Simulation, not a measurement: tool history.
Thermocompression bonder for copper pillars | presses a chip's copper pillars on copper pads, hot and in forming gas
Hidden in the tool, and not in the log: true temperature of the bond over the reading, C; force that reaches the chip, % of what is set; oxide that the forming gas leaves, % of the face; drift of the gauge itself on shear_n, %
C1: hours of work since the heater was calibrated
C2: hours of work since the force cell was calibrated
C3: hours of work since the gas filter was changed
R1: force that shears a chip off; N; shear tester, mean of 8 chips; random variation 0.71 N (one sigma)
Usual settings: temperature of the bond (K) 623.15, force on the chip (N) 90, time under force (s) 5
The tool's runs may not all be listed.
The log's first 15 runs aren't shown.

{"run": 16, "day": 41.883, "temperature of the bond (K)": 623.15, "force on the chip (N)": 90, "time under force (s)": 5, "C1": 526, "C2": 508, "C3": 77, "R1": 92.3}
{"run": 17, "day": 44.425, "temperature of the bond (K)": 623.15, "force on the chip (N)": 90, "time under force (s)": 5, "C1": 565, "C2": 547, "C3": 116, "R1": 92.8}
{"run": 18, "day": 46.25, "temperature of the bond (K)": 623.15, "force on the chip (N)": 90, "time under force (s)": 5, "C1": 593, "C2": 575, "C3": 144, "R1": 91.2}
{"run": 19, "day": 48.783, "temperature of the bond (K)": 623.15, "force on the chip (N)": 90, "time under force (s)": 5, "C1": 631, "C2": 614, "C3": 183, "R1": 90.6}
{"run": 20, "day": 51.438, "temperature of the bond (K)": 623.15, "force on the chip (N)": 90, "time under force (s)": 5, "C1": 672, "C2": 654, "C3": 223, "R1": 90.2}
{"run": 21, "day": 54.512, "temperature of the bond (K)": 623.15, "force on the chip (N)": 90, "time under force (s)": 5, "C1": 719, "C2": 701, "C3": 270, "R1": 89.9}
{"run": 22, "day": 56.179, "temperature of the bond (K)": 622.15, "force on the chip (N)": 97, "time under force (s)": 5, "C1": 744, "C2": 726, "C3": 295, "R1": 94.4}
{"run": 23, "day": 58.908, "temperature of the bond (K)": 595.15, "force on the chip (N)": 90, "time under force (s)": 12, "C1": 786, "C2": 768, "C3": 337, "R1": 95.1}
{"run": 24, "day": 60.971, "temperature of the bond (K)": 642.15, "force on the chip (N)": 94, "time under force (s)": 10, "C1": 817, "C2": 800, "C3": 369, "R1": 111.3}
{"day": 63.358, "done": "forming gas filter changed"}
{"run": 25, "day": 64.379, "temperature of the bond (K)": 606.15, "force on the chip (N)": 77, "time under force (s)": 14, "C1": 869, "C2": 851, "C3": 16, "R1": 95.6}
{"run": 26, "day": 67.696, "temperature of the bond (K)": 650.15, "force on the chip (N)": 56, "time under force (s)": 14, "C1": 920, "C2": 902, "C3": 66, "R1": 95.1}
{"run": 27, "day": 70.946, "temperature of the bond (K)": 650.15, "force on the chip (N)": 56, "time under force (s)": 10, "C1": 969, "C2": 951, "C3": 116, "R1": 87.6}
{"run": 28, "day": 73.662, "temperature of the bond (K)": 595.15, "force on the chip (N)": 86, "time under force (s)": 6, "C1": 1011, "C2": 993, "C3": 157, "R1": 75.5}
{"run": 29, "day": 75.467, "temperature of the bond (K)": 641.15, "force on the chip (N)": 105, "time under force (s)": 9, "C1": 1038, "C2": 1020, "C3": 185, "R1": 117.5}
{"run": 30, "day": 77.862, "temperature of the bond (K)": 641.15, "force on the chip (N)": 105, "time under force (s)": 9, "C1": 1075, "C2": 1057, "C3": 221, "R1": 116.4}
{"run": 31, "day": 79.488, "temperature of the bond (K)": 594.15, "force on the chip (N)": 90, "time under force (s)": 11, "C1": 1099, "C2": 1082, "C3": 246, "R1": 92.1}
{"run": 32, "day": 81.471, "temperature of the bond (K)": 641.15, "force on the chip (N)": 90, "time under force (s)": 7, "C1": 1130, "C2": 1112, "C3": 276, "R1": 102.7}
{"run": 33, "day": 83.008, "temperature of the bond (K)": 647.15, "force on the chip (N)": 90, "time under force (s)": 5, "C1": 1153, "C2": 1136, "C3": 300, "R1": 100}
{"run": 34, "day": 86.208, "temperature of the bond (K)": 613.15, "force on the chip (N)": 119, "time under force (s)": 15, "C1": 1202, "C2": 1184, "C3": 349, "R1": 119.8}
{"run": 35, "day": 89.204, "temperature of the bond (K)": 599.15, "force on the chip (N)": 111, "time under force (s)": 5, "C1": 1248, "C2": 1230, "C3": 394, "R1": 89.1}

Forecast run 36:
{"day": 89.783, "done": "forming gas filter changed"}
{"run": 36, "day": 91.121, "temperature of the bond (K)": 599.15, "force on the chip (N)": 111, "time under force (s)": 5, "C1": 1277, "C2": 1259, "C3": 20, "R1": "?"}

Run 36 gave R1 91.1 N.
Without the tool's hidden state the same run would have given R1 96.4 N.
